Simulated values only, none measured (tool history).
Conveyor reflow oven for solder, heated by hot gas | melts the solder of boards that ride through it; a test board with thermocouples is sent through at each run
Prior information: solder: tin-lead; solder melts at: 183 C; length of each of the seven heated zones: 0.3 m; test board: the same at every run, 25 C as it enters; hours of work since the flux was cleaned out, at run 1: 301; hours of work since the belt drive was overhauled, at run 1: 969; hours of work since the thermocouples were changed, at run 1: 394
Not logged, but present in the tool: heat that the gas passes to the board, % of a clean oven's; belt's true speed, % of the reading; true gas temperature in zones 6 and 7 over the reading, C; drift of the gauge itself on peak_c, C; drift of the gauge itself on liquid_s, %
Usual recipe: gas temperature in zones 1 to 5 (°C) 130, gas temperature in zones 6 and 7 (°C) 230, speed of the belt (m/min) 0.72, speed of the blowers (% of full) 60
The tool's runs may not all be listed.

run    hour  gas temperature in zones 1 to 5 (°C)  gas temperature in zones 6 and 7 (°C)  speed of the belt (m/min)  speed of the blowers (% of full)  hours of work since the flux was cleaned out  hours of work since the belt drive was overhauled  hours of work since the thermocouples were changed  highest temperature of the board (°C)  time above the solder's melting point (s)
  1       0                                   130                                    230                       0.72                                60                                           301                                                969                                                 394                                  208.9                                       30.9
  2    60.8                                   130                                    230                       0.72                                60                                           346                                               1014                                                 439                                  209.2                                       29.9
  3    98.6                                   130                                    230                       0.72                                60                                           374                                               1042                                                 467                                  208.8                                       30.4
  4   148.6                                   130                                    230                       0.72                                60                                           411                                               1079                                                 504                                  208.1                                         30
        182  -- flux residue cleaned out of gas plates and filters
  5   197.9                                   130                                    230                      0.793                                60                                            12                                               1112                                                 537                                  206.6                                       26.6
  6   227.1                                   130                                    230                       0.72                                60                                            33                                               1133                                                 559                                  210.2                                       31.5
  7   262.2                                   130                                    230                       0.72                                77                                            60                                               1159                                                 585                                  213.1                                       33.5
  8     321                                   130                                    230                       0.72                                77                                           103                                               1203                                                 628                                  212.4                                       33.6
  9   356.3                                   126                                    230                       0.72                                60                                           129                                               1229                                                 654                                  208.4                                       29.7
 10   383.4                                   126                                    230                       0.72                                60                                           149                                               1249                                                 675                                  208.9                                       30.7
 11   408.7                                   130                                    230                       0.72                                60                                           168                                               1268                                                 693                                  208.9                                       30.8
 12   434.8                                   130                                    230                      0.699                                60                                           187                                               1287                                                 713                                  210.8                                       33.6
 13     469                                   130                                    230                      0.699                                60                                           213                                               1313                                                 738                                  210.1                                       33.2
 14   498.5                                   130                                    230                      0.699                                60                                           235                                               1335                                                 760                                  209.5                                       32.7
 15   536.6                                   130                                    230                      0.699                                60                                           263                                               1363                                                 788                                  209.8                                       32.2
 16   573.7                                   122                                    230                      0.699                                60                                           291                                               1390                                                 816                                  207.9                                       30.1
 17   602.2                                   130                                    232                      0.645                                60                                           312                                               1412                                                 837                                  213.5                                       39.2
 18   653.2                                   130                                    225                       0.84                                60                                           350                                               1449                                                 875                                  198.2                                       18.4
 19   686.4                                   119                                    241                      0.637                                60                                           374                                               1474                                                 899                                  220.2                                       39.7
 20   742.7                                   141                                    240                       0.72                                60                                           416                                               1516                                                 941                                    218                                       39.5
      750.2  -- belt drive overhauled, speed set with a stopwatch
      774.2  -- flux residue cleaned out of gas plates and filters
 21   788.8                                   136                                    221                       0.72                                77                                            11                                                 25                                                 969                                  204.6                                       29.4
      842.1  -- thermocouples of zones 6 and 7 changed
 22   844.4                                   136                                    237                      0.796                                54                                            51                                                 65                                                   2                                  212.8                                       30.8
 23   887.5                                   142                                    244                      0.651                                60                                            83                                                 97                                                  34                                  228.4                                       47.3
 24   945.8                                   126                                    230                      0.646                                78                                           126                                                140                                                  77                                  216.5                                         39
 25  1000.8                                   135                                    230                      0.757                                78                                           167                                                181                                                 118                                  212.2                                       32.2
 26  1026.4                                   123                                    230                      0.757                                78                                           186                                                200                                                 137                                  210.4                                       28.7
 27    1074                                   133                                    230                       0.72                                78                                           221                                                235                                                 172                                  213.2                                       34.5
 28    1125                                   121                                    227                      0.639                                56                                           259                                                273                                                 210                                  209.6                                       32.6
 29  1169.2                                   121                                    227                      0.639                                56                                           291                                                306                                                 243                                  207.4                                       32.7
 30  1195.3                                   145                                    220                      0.813                                62                                           311                                                325                                                 262                                  201.1                                       24.4
 31  1251.3                                   142                                    223                       0.85                                84                                           352                                                366                                                 304                                  203.4                                       24.1

Each row is a separate what-if for the run after 31, all from the same tool condition, not one after another. Results?
  A  1292.7                                   127                                    225                       0.72                                63                                           383                                                397                                                 334                                      ?                                          ?
  B  1292.7                                   141                                    230                      0.816                                60                                           383                                                397                                                 334                                      ?                                          ?
  C  1292.7                                   130                                    234                      0.836                                72                                           383                                                397                                                 334                                      ?                                          ?
  D  1292.7                                   130                                    242                      0.784                                61                                           383                                                397                                                 334                                      ?                                          ?

run  highest temperature of the board (°C)  time above the solder's melting point (s)
  A                                  203.6                                       26.7
  B                                  206.3                                       27.6
  C                                  208.8                                         25
  D                                  215.7                                       31.8
Had the tool no hidden state, the same runs would have come out as:
run  highest temperature of the board (°C)  time above the solder's melting point (s)
  A                                  205.6                                       28.2
  B                                  208.2                                       28.8
  C                                  211.1                                       26.4
  D                                    218                                       32.8

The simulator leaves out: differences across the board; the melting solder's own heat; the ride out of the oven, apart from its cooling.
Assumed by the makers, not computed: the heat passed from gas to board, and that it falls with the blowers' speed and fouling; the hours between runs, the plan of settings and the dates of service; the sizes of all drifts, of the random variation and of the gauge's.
